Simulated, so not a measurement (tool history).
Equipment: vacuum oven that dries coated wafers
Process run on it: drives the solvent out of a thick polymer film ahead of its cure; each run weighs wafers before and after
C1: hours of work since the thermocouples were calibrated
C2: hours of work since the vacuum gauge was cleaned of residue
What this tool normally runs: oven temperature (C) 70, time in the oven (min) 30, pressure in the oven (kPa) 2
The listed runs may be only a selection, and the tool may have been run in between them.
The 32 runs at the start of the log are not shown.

Run 33, hour 361.3: usual settings but time in the oven (min) 44, pressure in the oven (kPa) 3.86; C1 678; C2 633. Result: solvent left in the film (%) 1.39.
Run 34, hour 374.5: usual settings but time in the oven (min) 26, pressure in the oven (kPa) 1.46; C1 686; C2 641. Result: solvent left in the film (%) 1.58.
Run 35, hour 382.1: usual settings but oven temperature (C) 56, pressure in the oven (kPa) 2.55; C1 691; C2 646. Result: solvent left in the film (%) 5.83.
Run 36, hour 393.5: usual settings but oven temperature (C) 83, time in the oven (min) 20; C1 698; C2 653. Result: solvent left in the film (%) 0.58.
Run 37, hour 405.8: usual settings but oven temperature (C) 83, time in the oven (min) 27; C1 706; C2 661. Result: solvent left in the film (%) 0.43.
Run 38, hour 419.5: usual settings but oven temperature (C) 83, time in the oven (min) 24, pressure in the oven (kPa) 2.99; C1 714; C2 670. Result: solvent left in the film (%) 0.61.
Run 39, hour 434.3: usual settings but oven temperature (C) 83, time in the oven (min) 24, pressure in the oven (kPa) 2.99; C1 724; C2 679. Result: solvent left in the film (%) 0.63.
Run 40, hour 448.6: usual settings but oven temperature (C) 83, time in the oven (min) 24, pressure in the oven (kPa) 2.99; C1 733; C2 688. Result: solvent left in the film (%) 0.65.
Run 41, hour 464.5: usual settings but time in the oven (min) 44; C1 743; C2 698. Result: solvent left in the film (%) 0.81.
Run 42, hour 472.7: usual settings but oven temperature (C) 84, time in the oven (min) 27, pressure in the oven (kPa) 6.78; C1 748; C2 703. Result: solvent left in the film (%) 1.23.
Run 43, hour 481.4: usual settings but oven temperature (C) 84, time in the oven (min) 27, pressure in the oven (kPa) 7.17; C1 754; C2 709. Result: solvent left in the film (%) 1.29.
Run 44, hour 490.9: usual settings but oven temperature (C) 83, time in the oven (min) 20, pressure in the oven (kPa) 2.5; C1 760; C2 715. Result: solvent left in the film (%) 0.71.
Run 45, hour 505.1: usual settings but oven temperature (C) 73, pressure in the oven (kPa) 1.15; C1 769; C2 724. Result: solvent left in the film (%) 0.81.
Run 46, hour 513: usual settings but oven temperature (C) 55, time in the oven (min) 17, pressure in the oven (kPa) 4.09; C1 774; C2 729. Result: solvent left in the film (%) 9.91.
Run 47, hour 525: usual settings but oven temperature (C) 55, time in the oven (min) 17, pressure in the oven (kPa) 4.09; C1 781; C2 736. Result: solvent left in the film (%) 9.89.
Run 48, hour 534.3: usual settings but oven temperature (C) 61, time in the oven (min) 22, pressure in the oven (kPa) 4.09; C1 787; C2 742. Result: solvent left in the film (%) 6.11.

3 ways to go on from here, each from the tool as it stands after run 48. What would each give?
Run A, hour 549.3: usual settings but oven temperature (C) 61, time in the oven (min) 17, pressure in the oven (kPa) 6.19; C1 797; C2 752. Result: solvent left in the film (%) ?.
Run B, hour 549.3: usual settings but time in the oven (min) 48; C1 797; C2 752. Result: solvent left in the film (%) ?.
Run C, hour 549.3: usual settings but oven temperature (C) 58, time in the oven (min) 22, pressure in the oven (kPa) 4.09; C1 797; C2 752. Result: solvent left in the film (%) ?.

run  solvent left in the film (%)
  A                          8.09
  B                          0.83
  C                          7.27
Stripped of hidden state, with their random variation kept, the same runs would have yielded:
run  solvent left in the film (%)
  A                          7.29
  B                          0.65
  C                          6.46
